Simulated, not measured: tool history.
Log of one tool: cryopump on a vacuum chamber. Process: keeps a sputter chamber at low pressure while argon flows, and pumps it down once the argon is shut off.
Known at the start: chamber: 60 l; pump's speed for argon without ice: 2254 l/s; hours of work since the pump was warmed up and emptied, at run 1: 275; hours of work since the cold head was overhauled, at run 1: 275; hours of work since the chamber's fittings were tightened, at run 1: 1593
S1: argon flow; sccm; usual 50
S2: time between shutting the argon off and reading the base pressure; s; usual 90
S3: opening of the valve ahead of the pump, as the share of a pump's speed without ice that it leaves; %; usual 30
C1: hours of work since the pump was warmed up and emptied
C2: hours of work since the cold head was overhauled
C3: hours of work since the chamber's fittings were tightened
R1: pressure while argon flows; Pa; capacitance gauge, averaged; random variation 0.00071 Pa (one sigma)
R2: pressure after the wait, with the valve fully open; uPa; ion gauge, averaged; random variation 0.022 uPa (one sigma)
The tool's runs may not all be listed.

run	hour	S1	S2	S3	C1	C2	C3	R1	R2
1	0	50	90	30	275	275	1593	0.1288	2.25
2	8.3	50	90	30	280	280	1598	0.1283	2.22
3	24.9	50	90	30	290	290	1608	0.1264	2.31
4	35	50	90	30	296	296	1614	0.127	2.26
5	50.7	50	90	28	306	306	1624	0.1362	2.3
6	60.8	50	90	42	312	312	1630	0.0922	2.35
7	73.3	50	90	42	320	320	1638	0.0914	2.3
8	88.7	50	25	30	329	329	1647	0.1278	3.58
9	99.1	50	25	30	336	336	1654	0.1279	3.7
10	110	50	25	30	343	343	1661	0.1279	3.58
11	126.1	50	96	30	352	352	1670	0.1272	2.25
12	133.7	50	96	30	357	357	1675	0.1273	2.38
13	147.2	94	90	30	365	365	1683	0.2396	2.34
14	159.9	94	90	30	373	373	1691	0.2416	2.39
15	171.1	50	90	36	380	380	1698	0.1065	2.33
16	182.8	50	90	36	387	387	1705	0.1082	2.36
17	198.1	50	90	30	397	397	1715	0.1272	2.43
18	210.5	50	116	38	404	404	1722	0.1013	2.29
19	225.9	27	116	55	414	414	1732	0.0388	2.29
20	239.2	50	119	22	422	422	1740	0.1746	2.35
21	248.4	50	119	22	428	428	1746	0.1749	2.34
# hour 255.8: leaking fittings of the chamber tightened, without venting
22	261.9	58	246	44	435	435	4	0.1028	0.37
23	278.5	85	162	30	445	445	14	0.218	0.48
24	294.2	55	90	59	455	455	24	0.074	0.73
25	304.8	86	60	30	461	461	30	0.2231	0.96
26	314.3	50	53	55	467	467	36	0.072	1.02
27	329.1	50	264	30	476	476	45	0.1286	0.37
28	344.7	36	90	30	486	486	55	0.0921	0.69
29	356.8	36	90	30	493	493	62	0.0926	0.75
30	371.8	50	90	45	502	502	71	0.086	0.73
31	384.2	40	90	45	510	510	79	0.0703	0.74
32	400	74	86	39	520	520	89	0.1485	0.82
33	411.8	70	25	30	527	527	96	0.181	2.09
34	423.2	70	25	30	534	534	103	0.1805	2.07

4 ways to go on from here, each from the tool as it stands after run 34. What would each give?
A	436.2	30	245	32	542	542	111	?	?
B	436.2	57	25	30	542	542	111	?	?
C	436.2	70	25	20	542	542	111	?	?
D	436.2	50	185	30	542	542	111	?	?

run	R1	R2
A	0.074	0.44
B	0.1468	2.12
C	0.2681	2.09
D	0.1284	0.54
Without the tool's hidden state the same runs would have given:
run	R1	R2
A	0.0714	0.29
B	0.1419	1.96
C	0.2621	1.94
D	0.1242	0.39

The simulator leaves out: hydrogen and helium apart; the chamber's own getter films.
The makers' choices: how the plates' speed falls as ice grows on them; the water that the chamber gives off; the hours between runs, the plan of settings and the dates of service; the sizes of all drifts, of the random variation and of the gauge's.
